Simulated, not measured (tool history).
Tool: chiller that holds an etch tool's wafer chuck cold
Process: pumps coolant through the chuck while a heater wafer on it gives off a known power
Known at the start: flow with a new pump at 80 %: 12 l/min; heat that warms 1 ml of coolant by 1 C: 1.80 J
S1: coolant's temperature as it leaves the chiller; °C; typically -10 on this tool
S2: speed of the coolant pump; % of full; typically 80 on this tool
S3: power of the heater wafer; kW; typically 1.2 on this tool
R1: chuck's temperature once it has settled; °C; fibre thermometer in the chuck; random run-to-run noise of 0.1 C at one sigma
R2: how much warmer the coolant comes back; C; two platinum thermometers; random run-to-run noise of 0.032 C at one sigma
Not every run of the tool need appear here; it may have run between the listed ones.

run 1 hour=0 | S1=-10 S2=80 S3=1.2 | R1=0.5 R2=3.41
run 2 hour=51 | S1=-10 S2=80 S3=1.2 | R1=0.5 R2=3.46
run 3 hour=80.3 | S1=-10 S2=78 S3=1.2 | R1=0.7 R2=3.55
run 4 hour=111.8 | S1=-10 S2=78 S3=1.2 | R1=0.8 R2=3.52
run 5 hour=161 | S1=-10 S2=80 S3=1.2 | R1=0.6 R2=3.41
run 6 hour=200 | S1=-10 S2=80 S3=1.2 | R1=0.6 R2=3.46
run 7 hour=245.7 | S1=-10 S2=80 S3=1.2 | R1=0.5 R2=3.52
run 8 hour=313.5 | S1=-10 S2=75 S3=1.2 | R1=1.1 R2=3.72
run 9 hour=379.5 | S1=-10 S2=75 S3=1.2 | R1=1.2 R2=3.74
run 10 hour=440.6 | S1=-10 S2=80 S3=1.2 | R1=0.6 R2=3.47
run 11 hour=499 | S1=-10 S2=80 S3=1.2 | R1=0.5 R2=3.55
run 12 hour=535.7 | S1=-10 S2=80 S3=1.2 | R1=0.7 R2=3.48
run 13 hour=586 | S1=-10 S2=80 S3=1.2 | R1=0.7 R2=3.45
run 14 hour=634.4 | S1=-10 S2=80 S3=1.2 | R1=0.6 R2=3.47
run 15 hour=697 | S1=-16 S2=76 S3=0.853 | R1=-8.1 R2=2.59
run 16 hour=744.4 | S1=-16 S2=76 S3=0.853 | R1=-8 R2=2.64

Predict the results of run 17:
run 17 hour=791.8 | S1=-16 S2=67 S3=0.853 | R1=? R2=?

Run 17 measured R1 -7 °C, R2 3.04 C.
With no hidden state in the tool, this same run would have given R1 -8.4 °C, R2 2.91 C.

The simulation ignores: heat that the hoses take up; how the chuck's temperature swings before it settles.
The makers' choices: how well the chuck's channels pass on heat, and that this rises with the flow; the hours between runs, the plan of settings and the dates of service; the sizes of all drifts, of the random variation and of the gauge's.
